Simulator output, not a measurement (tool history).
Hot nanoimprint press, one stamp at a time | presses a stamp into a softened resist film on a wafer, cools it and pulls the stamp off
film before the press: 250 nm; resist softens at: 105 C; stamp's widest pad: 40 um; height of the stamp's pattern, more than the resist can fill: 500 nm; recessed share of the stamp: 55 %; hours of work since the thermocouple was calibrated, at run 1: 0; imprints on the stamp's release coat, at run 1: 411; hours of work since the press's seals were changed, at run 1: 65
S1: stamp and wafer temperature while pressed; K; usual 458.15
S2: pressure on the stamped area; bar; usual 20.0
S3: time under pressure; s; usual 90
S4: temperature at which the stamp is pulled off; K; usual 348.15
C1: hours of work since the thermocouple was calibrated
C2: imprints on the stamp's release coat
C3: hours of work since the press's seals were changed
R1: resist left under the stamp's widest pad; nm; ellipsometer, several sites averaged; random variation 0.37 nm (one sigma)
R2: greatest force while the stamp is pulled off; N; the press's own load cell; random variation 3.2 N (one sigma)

run	hour	S1	S2	S3	S4	C1	C2	C3	R1	R2
1	0.0	458.15	20.0	90	348.15	0	411	65	103.0	157
2	9.6	458.15	20.0	90	348.15	6	433	71	102.5	154
3	15.1	458.15	20.0	90	348.15	10	445	75	102.6	148
4	24.5	458.15	20.0	90	348.15	16	467	81	102.7	149
5	31.1	458.15	20.0	90	348.15	21	482	86	103.1	147
6	37.8	458.15	20.0	90	348.15	25	497	90	102.2	154
7	44.3	458.15	20.0	134	348.15	30	512	95	88.8	155
8	52.1	458.15	20.0	134	348.15	35	530	100	88.6	151
9	60.1	458.15	20.0	90	348.15	40	548	105	101.6	157
10	65.3	458.15	20.0	90	348.15	44	560	109	101.7	156
11	74.2	458.15	20.0	90	348.15	50	580	115	101.3	155
12	84.2	458.15	20.0	90	348.15	57	603	122	102.1	155
13	90.0	458.15	13.7	90	348.15	60	616	125	125.6	151
14	97.0	460.15	13.7	90	348.15	65	632	130	117.6	150
15	102.8	458.15	20.0	175	348.15	69	646	134	80.5	157
16	111.9	458.15	20.0	92	334.15	75	667	140	100.9	212
17	117.2	458.15	20.0	92	334.15	79	679	144	100.4	216
18	126.2	458.15	20.0	92	334.15	85	699	150	100.4	214
19	132.0	469.15	15.8	49	350.15	89	712	154	100.5	144
20	142.3	450.15	12.7	110	352.15	96	736	161	155.5	132
21	152.2	457.15	12.7	110	352.15	102	759	167	124.8	134
22	159.3	468.15	30.3	110	353.15	107	775	172	52.5	136
23	166.4	456.15	20.0	90	346.15	112	791	177	107.8	159
24	176.3	462.15	21.3	85	348.15	118	814	183	86.0	152
25	182.7	462.15	21.3	85	348.15	123	828	188	86.0	156
26	188.0	458.15	20.0	100	348.15	126	840	191	97.2	153
# hour 190.0: gauge calibrated
27	195.9	458.15	20.0	100	348.15	132	859	197	99.2	162
28	201.1	458.15	12.7	100	354.15	135	870	200	126.6	129
29	206.0	458.15	13.0	90	354.15	138	882	203	129.9	131
30	211.2	452.15	18.7	104	342.15	142	893	207	125.4	179

Forecast each of these 3 alternatives for the next run:
A	218.2	462.15	20.0	149	342.15	147	910	212	?	?
B	218.2	452.15	19.6	104	342.15	147	910	212	?	?
C	218.2	452.15	18.7	136	350.15	147	910	212	?	?

run	R1	R2
A	74.9	173
B	121.2	174
C	114.6	146
Without the tool's hidden state the same runs would have given:
run	R1	R2
A	75.1	172
B	121.6	174
C	114.9	145
